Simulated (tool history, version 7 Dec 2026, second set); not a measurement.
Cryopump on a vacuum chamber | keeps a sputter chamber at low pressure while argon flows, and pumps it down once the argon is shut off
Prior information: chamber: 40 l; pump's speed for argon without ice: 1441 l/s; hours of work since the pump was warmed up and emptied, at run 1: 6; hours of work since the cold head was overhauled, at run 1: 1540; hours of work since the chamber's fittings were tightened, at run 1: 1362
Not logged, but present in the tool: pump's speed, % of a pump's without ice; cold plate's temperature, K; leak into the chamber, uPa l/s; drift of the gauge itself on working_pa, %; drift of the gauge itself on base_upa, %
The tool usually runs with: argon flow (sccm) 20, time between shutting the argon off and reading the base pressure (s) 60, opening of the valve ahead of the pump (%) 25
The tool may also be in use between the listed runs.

run,hour,argon flow (sccm),time between shutting the argon off and reading the base pressure (s),opening of the valve ahead of the pump (%),hours of work since the pump was warmed up and emptied,hours of work since the cold head was overhauled,hours of work since the chamber's fittings were tightened,pressure while argon flows (Pa),pressure after the wait (uPa)
1,0,20,60,25,6,1540,1362,0.094,1.66
2,66.7,20,60,25,64,1599,1421,0.0951,1.76
3,101.2,20,60,30,95,1629,1451,0.0785,1.76
4,162.3,20,60,30,148,1682,1505,0.0801,1.83
5,222.8,20,60,30,201,1736,1558,0.0811,1.85
6,271.7,20,60,18,244,1779,1601,0.1333,1.82
7,347.1,15,60,25,311,1845,1667,0.0721,1.93
8,408.5,15,60,25,364,1899,1721,0.0731,1.9
9,481,29,60,25,428,1962,1785,0.1423,2
10,544.6,20,60,42,484,2018,1841,0.0612,2.03
11,584,20,60,42,518,2053,1875,0.0617,2.04
12,639.4,20,60,42,567,2101,1924,0.0623,2.08
13,697.6,20,24,25,618,2152,1975,0.101,3.62
14,758.5,30,24,25,672,2206,2028,0.1524,3.82
15,827.2,30,24,25,732,2266,2089,0.1544,3.72
# hour 858.4: pump warmed up, emptied and cooled again
16,863.8,18,60,22,5,2294,2116,0.0961,2.01
17,937.8,11,81,56,70,2359,2181,0.0232,1.75
18,1010.8,11,81,17,134,2423,2245,0.0769,1.78

Run 19 is up next; what results do you expect?
# hour 1018.6: leaking fittings of the chamber tightened, without venting
19,1052.7,11,81,17,169,2458,30,?,?

Logged for run 19: pressure while argon flows (Pa) 0.0776, pressure after the wait (uPa) 0.98.
With the hidden condition absent and the run-to-run variation left alone, this run would have shown pressure while argon flows (Pa) 0.0762, pressure after the wait (uPa) 0.94.
